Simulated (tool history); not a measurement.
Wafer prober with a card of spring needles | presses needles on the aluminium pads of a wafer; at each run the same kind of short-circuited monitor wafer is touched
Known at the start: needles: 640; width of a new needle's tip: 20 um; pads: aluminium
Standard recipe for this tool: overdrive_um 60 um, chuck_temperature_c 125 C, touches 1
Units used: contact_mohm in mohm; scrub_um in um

Run 1, hour 0.0: usual settings. Result: contact_mohm 221 mohm, scrub_um 14.09 um.
At hour 9.9: tips cleaned on abrasive film.
At hour 23.9: tips cleaned on abrasive film.
Run 2, hour 29.8: usual settings. Result: contact_mohm 222 mohm, scrub_um 13.97 um.
At hour 37.9: tips cleaned on abrasive film.
At hour 50.0: tips cleaned on abrasive film.
At hour 56.2: height of the first contact set anew.
At hour 62.2: tips cleaned on abrasive film.
Run 3, hour 64.5: usual settings. Result: contact_mohm 223 mohm, scrub_um 14.05 um.
At hour 75.7: tips cleaned on abrasive film.
At hour 88.1: tips cleaned on abrasive film.
Run 4, hour 91.4: usual settings. Result: contact_mohm 223 mohm, scrub_um 14.01 um.
At hour 101.4: tips cleaned on abrasive film.
At hour 115.1: tips cleaned on abrasive film.
Run 5, hour 121.3: usual settings. Result: contact_mohm 223 mohm, scrub_um 14.06 um.
At hour 127.9: tips cleaned on abrasive film.
At hour 142.2: tips cleaned on abrasive film.
Run 6, hour 148.5: usual settings. Result: contact_mohm 226 mohm, scrub_um 14.03 um.
At hour 154.2: tips cleaned on abrasive film.
At hour 167.9: tips cleaned on abrasive film.
At hour 180.8: tips cleaned on abrasive film.
Run 7, hour 186.8: usual settings. Result: contact_mohm 223 mohm, scrub_um 14.01 um.
At hour 194.3: tips cleaned on abrasive film.
At hour 207.2: tips cleaned on abrasive film.
Run 8, hour 207.5: usual settings. Result: contact_mohm 224 mohm, scrub_um 14.03 um.
At hour 220.4: tips cleaned on abrasive film.
Run 9, hour 226.4: usual settings. Result: contact_mohm 221 mohm, scrub_um 13.99 um.
At hour 233.2: tips cleaned on abrasive film.
At hour 246.7: tips cleaned on abrasive film.
Run 10, hour 250.4: usual settings but overdrive_um 49 um. Result: contact_mohm 232 mohm, scrub_um 11.44 um.
At hour 258.9: tips cleaned on abrasive film.
At hour 262.2: height of the first contact set anew.
At hour 273.6: tips cleaned on abrasive film.
Run 11, hour 280.8: usual settings but overdrive_um 49 um. Result: contact_mohm 227 mohm, scrub_um 11.43 um.
At hour 286.1: tips cleaned on abrasive film.
At hour 298.7: tips cleaned on abrasive film.
Run 12, hour 299.5: usual settings but overdrive_um 49 um. Result: contact_mohm 227 mohm, scrub_um 11.50 um.
At hour 311.3: tips cleaned on abrasive film.
At hour 323.3: tips cleaned on abrasive film.
At hour 336.7: tips cleaned on abrasive film.
Run 13, hour 338.0: usual settings but overdrive_um 49 um. Result: contact_mohm 227 mohm, scrub_um 11.41 um.
At hour 351.2: tips cleaned on abrasive film.
At hour 364.8: tips cleaned on abrasive film.
Run 14, hour 370.6: usual settings but overdrive_um 49 um. Result: contact_mohm 226 mohm, scrub_um 11.43 um.
At hour 378.7: tips cleaned on abrasive film.
At hour 390.6: tips cleaned on abrasive film.
Run 15, hour 400.1: usual settings but overdrive_um 44 um, chuck_temperature_c 63 C, touches 2. Result: contact_mohm 215 mohm, scrub_um 10.30 um.
At hour 403.1: tips cleaned on abrasive film.
At hour 416.7: tips cleaned on abrasive film.
At hour 430.9: tips cleaned on abrasive film.
Run 16, hour 439.5: usual settings but overdrive_um 59 um, chuck_temperature_c 83 C. Result: contact_mohm 216 mohm, scrub_um 13.79 um.
At hour 444.3: tips cleaned on abrasive film.
At hour 456.9: tips cleaned on abrasive film.
At hour 467.2: height of the first contact set anew.
At hour 470.1: tips cleaned on abrasive film.
Run 17, hour 477.6: usual settings but overdrive_um 59 um, chuck_temperature_c 83 C. Result: contact_mohm 217 mohm, scrub_um 13.79 um.
At hour 483.6: tips cleaned on abrasive film.
At hour 496.2: tips cleaned on abrasive film.
At hour 509.9: tips cleaned on abrasive film.
Run 18, hour 516.1: usual settings but overdrive_um 74 um, chuck_temperature_c 51 C. Result: contact_mohm 201 mohm, scrub_um 17.30 um.
At hour 522.1: tips cleaned on abrasive film.
At hour 536.3: tips cleaned on abrasive film.
Run 19, hour 536.3: usual settings but overdrive_um 74 um, chuck_temperature_c 51 C. Result: contact_mohm 206 mohm, scrub_um 17.25 um.
At hour 548.2: tips cleaned on abrasive film.
At hour 560.1: tips cleaned on abrasive film.
Run 20, hour 560.1: usual settings but touches 2. Result: contact_mohm 220 mohm, scrub_um 14.08 um.
At hour 574.0: tips cleaned on abrasive film.
At hour 588.5: tips cleaned on abrasive film.
Run 21, hour 597.6: usual settings but touches 2. Result: contact_mohm 223 mohm, scrub_um 14.05 um.
At hour 600.6: tips cleaned on abrasive film.
At hour 614.8: tips cleaned on abrasive film.
Run 22, hour 618.7: usual settings but overdrive_um 72 um, chuck_temperature_c 75 C. Result: contact_mohm 210 mohm, scrub_um 16.83 um.
At hour 627.3: tips cleaned on abrasive film.
At hour 641.5: tips cleaned on abrasive film.
Run 23, hour 650.7: usual settings but overdrive_um 72 um, chuck_temperature_c 75 C. Result: contact_mohm 209 mohm, scrub_um 16.82 um.
At hour 655.2: tips cleaned on abrasive film.
At hour 669.0: tips cleaned on abrasive film.
At hour 671.3: height of the first contact set anew.
At hour 682.6: tips cleaned on abrasive film.
Run 24, hour 684.3: usual settings but overdrive_um 72 um, chuck_temperature_c 75 C. Result: contact_mohm 210 mohm, scrub_um 16.85 um.
At hour 694.7: tips cleaned on abrasive film.
At hour 707.2: tips cleaned on abrasive film.
Run 25, hour 714.0: usual settings but chuck_temperature_c 36 C. Result: contact_mohm 203 mohm, scrub_um 14.05 um.
At hour 719.5: tips cleaned on abrasive film.
At hour 732.4: tips cleaned on abrasive film.
At hour 746.7: tips cleaned on abrasive film.
Run 26, hour 748.4: usual settings but chuck_temperature_c 85 C, touches 2. Result: contact_mohm 211 mohm, scrub_um 14.00 um.
At hour 759.1: tips cleaned on abrasive film.
At hour 772.0: tips cleaned on abrasive film.
Run 27, hour 779.2: usual settings but chuck_temperature_c 93 C, touches 2. Result: contact_mohm 216 mohm, scrub_um 14.04 um.
At hour 785.5: tips cleaned on abrasive film.
At hour 797.8: tips cleaned on abrasive film.
At hour 811.2: tips cleaned on abrasive film.
Run 28, hour 817.0: usual settings but overdrive_um 54 um, chuck_temperature_c 68 C. Result: contact_mohm 212 mohm, scrub_um 12.62 um.

What if the next run were any one of these 5? Each begins from the tool's condition after run 28:
At hour 824.9: tips cleaned on abrasive film.
At hour 837.6: tips cleaned on abrasive film.
At hour 850.7: tips cleaned on abrasive film.
Run A, hour 851.5: usual settings but overdrive_um 54 um, chuck_temperature_c 68 C. Result: contact_mohm ?, scrub_um ?.
At hour 824.9: tips cleaned on abrasive film.
At hour 837.6: tips cleaned on abrasive film.
At hour 850.7: tips cleaned on abrasive film.
Run B, hour 851.5: usual settings but overdrive_um 67 um, chuck_temperature_c 68 C, touches 2. Result: contact_mohm ?, scrub_um ?.
At hour 824.9: tips cleaned on abrasive film.
At hour 837.6: tips cleaned on abrasive film.
At hour 850.7: tips cleaned on abrasive film.
Run C, hour 851.5: usual settings but overdrive_um 79 um, chuck_temperature_c 68 C, touches 2. Result: contact_mohm ?, scrub_um ?.
At hour 824.9: tips cleaned on abrasive film.
At hour 837.6: tips cleaned on abrasive film.
At hour 850.7: tips cleaned on abrasive film.
Run D, hour 851.5: usual settings but overdrive_um 54 um, chuck_temperature_c 68 C, touches 2. Result: contact_mohm ?, scrub_um ?.
At hour 824.9: tips cleaned on abrasive film.
At hour 837.6: tips cleaned on abrasive film.
At hour 850.7: tips cleaned on abrasive film.
Run E, hour 851.5: usual settings but overdrive_um 45 um, chuck_temperature_c 72 C, touches 2. Result: contact_mohm ?, scrub_um ?.

run  contact_mohm  scrub_um
  A           209     12.64
  B           207     15.66
  C           211     18.45
  D           212     12.58
  E           215     10.51
Without the tool's unlogged condition, the same runs would have read:
run  contact_mohm  scrub_um
  A           209     12.64
  B           207     15.66
  C           211     18.45
  D           212     12.58
  E           215     10.51

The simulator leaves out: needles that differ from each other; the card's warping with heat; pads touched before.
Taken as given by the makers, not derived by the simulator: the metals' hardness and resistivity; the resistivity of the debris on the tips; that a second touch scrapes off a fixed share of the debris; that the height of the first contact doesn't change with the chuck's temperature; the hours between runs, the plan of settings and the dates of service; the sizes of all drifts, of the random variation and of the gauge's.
